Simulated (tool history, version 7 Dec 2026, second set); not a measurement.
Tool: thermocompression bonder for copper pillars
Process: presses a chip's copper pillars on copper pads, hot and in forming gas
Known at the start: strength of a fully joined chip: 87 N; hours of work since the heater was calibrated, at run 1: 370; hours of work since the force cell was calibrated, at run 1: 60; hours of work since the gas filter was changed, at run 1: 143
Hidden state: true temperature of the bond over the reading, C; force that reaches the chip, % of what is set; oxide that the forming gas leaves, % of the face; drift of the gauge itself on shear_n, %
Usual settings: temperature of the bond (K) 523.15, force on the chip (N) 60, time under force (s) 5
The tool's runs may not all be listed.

run,day,temperature of the bond (K),force on the chip (N),time under force (s),hours of work since the heater was calibrated,hours of work since the force cell was calibrated,hours of work since the gas filter was changed,force that shears a chip off (N)
1,0.000,523.15,60,5,370,60,143,43.3
2,0.229,523.15,60,11,374,64,147,55.5
# day 0.504: forming gas filter changed
3,0.592,523.15,60,11,381,70,2,58.4
4,0.838,523.15,60,11,385,74,6,59.1
5,1.021,523.15,60,11,388,78,9,58.5
6,1.204,523.15,60,11,391,81,12,59.1
7,1.454,523.15,60,14,396,85,17,62.1
8,1.804,523.15,60,14,402,92,23,61.9
9,2.004,523.15,60,14,406,95,27,62.4
10,2.396,550.15,60,5,412,102,34,57.9
11,2.612,523.15,60,5,416,106,37,46.2
12,2.917,523.15,60,5,422,111,43,45.9
13,3.333,523.15,60,5,429,119,50,45.8
14,3.625,530.15,60,5,434,124,55,48.9
15,4.038,530.15,73,5,442,131,63,52.8
16,4.429,530.15,73,5,449,138,70,52.8
17,4.804,530.15,73,5,455,145,76,53.1
18,5.062,530.15,73,5,460,149,81,52.8
# day 5.175: heater calibrated with a thermocouple chip
19,5.438,530.15,73,5,5,155,86,55.1
20,5.788,530.15,73,5,11,161,92,54.8
21,6.212,504.15,60,5,18,168,100,38.9
22,6.542,534.15,80,3,24,174,106,50.5
23,6.788,493.15,50,8,29,178,110,37.2
# day 6.904: heater calibrated with a thermocouple chip, once more
24,7.262,529.15,50,8,6,185,117,46.6
25,7.475,529.15,68,8,10,189,121,53.5
26,7.767,498.15,60,4,15,194,126,27.6
27,8.083,498.15,65,5,21,200,132,31.6
28,8.329,508.15,73,5,25,204,136,38.1
29,8.608,494.15,60,3,30,209,141,23.0
30,9.012,494.15,60,3,37,216,148,23.3
# day 9.217: forming gas filter changed
31,9.421,494.15,60,3,44,223,4,24.6
32,9.629,519.15,38,15,48,227,7,47.6
33,10.029,537.15,52,8,55,234,14,53.4
34,10.392,550.15,68,6,62,241,21,60.6
35,10.829,523.15,60,13,69,248,29,57.5
36,11.117,507.15,54,5,74,253,34,33.8
37,11.550,507.15,39,5,82,261,41,28.4
38,11.821,519.15,60,15,87,266,46,58.0
39,12.100,552.15,72,6,92,271,51,62.1

Measured less the same run without the tool's hidden state. The same run-to-run variation is in both; the gauge's scatter may not be:
run,force that shears a chip off (N)
1,+1.2
2,+0.7
3,+4.0
4,+3.9
5,+3.9
6,+3.9
7,+3.7
8,+3.7
9,+3.6
10,+3.3
11,+3.6
12,+3.5
13,+3.5
14,+3.4
15,+3.4
16,+3.3
17,+3.2
18,+3.2
19,+5.1
20,+5.0
21,+5.2
22,+4.8
23,+5.3
24,-1.6
25,-2.0
26,-0.9
27,-1.1
28,-1.4
29,-0.8
30,-0.7
31,+0.6
32,+0.7
33,+0.6
34,+0.5
35,+0.4
36,+0.6
37,+0.5
38,+0.3
39,-0.1

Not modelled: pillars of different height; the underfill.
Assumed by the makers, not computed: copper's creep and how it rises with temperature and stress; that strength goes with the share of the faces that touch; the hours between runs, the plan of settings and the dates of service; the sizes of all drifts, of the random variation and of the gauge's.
